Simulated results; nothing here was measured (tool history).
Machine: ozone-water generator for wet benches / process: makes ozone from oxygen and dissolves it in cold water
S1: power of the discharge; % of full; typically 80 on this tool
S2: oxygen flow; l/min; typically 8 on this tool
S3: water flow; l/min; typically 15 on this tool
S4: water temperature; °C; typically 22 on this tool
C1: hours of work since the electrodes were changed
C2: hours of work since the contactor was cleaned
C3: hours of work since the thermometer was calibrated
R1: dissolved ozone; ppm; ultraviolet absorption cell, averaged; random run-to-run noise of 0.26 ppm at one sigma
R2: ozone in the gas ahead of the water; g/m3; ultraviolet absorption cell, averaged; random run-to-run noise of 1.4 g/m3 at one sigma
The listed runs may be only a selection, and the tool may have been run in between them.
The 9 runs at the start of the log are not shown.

run    hour  S1     S2  S3  S4    C1    C2    C3    R1     R2
 10    1037  80      8  12  22  1337  1756   151  42.6  256.2
 11  1196.9  80      8  12  22  1438  1857   253  42.8    251
 12  1305.9  80      8  12  22  1507  1926   322  41.8  254.6
 13  1385.9  80      8  12  22  1558  1977   372  42.3  251.9
 14  1481.6  80      8  15  22  1619  2037   433  37.3  254.7
     1492.3  -- contactor cleaned
 15  1627.5  80      8  15  22  1708    86   523  37.2  251.5
 16  1761.9  80      8  15  22  1793   171   608    37  250.9
 17  1897.3  80      8  10  22  1879   256   693  45.6  251.5
 18  1969.3  80   4.24  15  15  1925   302   739  45.9  365.5
 19  2123.1  53   6.63  10  18  2022   399   836  38.9    206
     2185.2  -- contactor cleaned, once more
 20  2275.2  53   6.63  10  18  2116    57   930  39.3  204.8
 21  2401.8  80   7.26  15  20  2196   137  1010  40.1  262.8
 22  2494.8  51   7.26  12  14  2255   196  1069  36.6    189
 23  2632.1  99      8  15  15  2342   283  1156  50.5  287.3
 24    2719  99      8  15  15  2397   338  1211  49.9  288.8
 25  2883.3  94   6.02  12  15  2501   442  1315  57.7  329.2
 26  2995.1  47  14.33  21  20  2571   513  1386  18.4  116.2
 27  3093.3  47  14.33  21  20  2634   575  1448  18.4    117
 28  3217.8  80      8  15  25  2712   654  1527  34.7  244.4
 29  3360.3  80    7.5  15  22  2803   744  1617  37.1  253.5
 30  3472.1  76    7.5  18  22  2873   815  1688  32.2  241.8
 31  3546.5  86      8  15  17  2920   862  1735  42.3  253.7
 32  3657.2  86      8  15  17  2990   932  1805  42.3    254

Forecast each of these 3 alternatives for the next run:
  A  3772.6  86     8  16  18  3063  1005  1878   ?   ?
  B  3772.6  86  5.02  16  29  3063  1005  1878   ?   ?
  C  3772.6  80     8  10  18  3063  1005  1878   ?   ?

run    R1     R2
  A  39.6    255
  B  35.7  338.5
  C  48.7  241.4
The same runs, with their run-to-run variation unchanged, on a tool lacking any hidden condition would have given:
run    R1     R2
  A  44.1  282.4
  B  39.7  374.8
  C  53.8  266.1
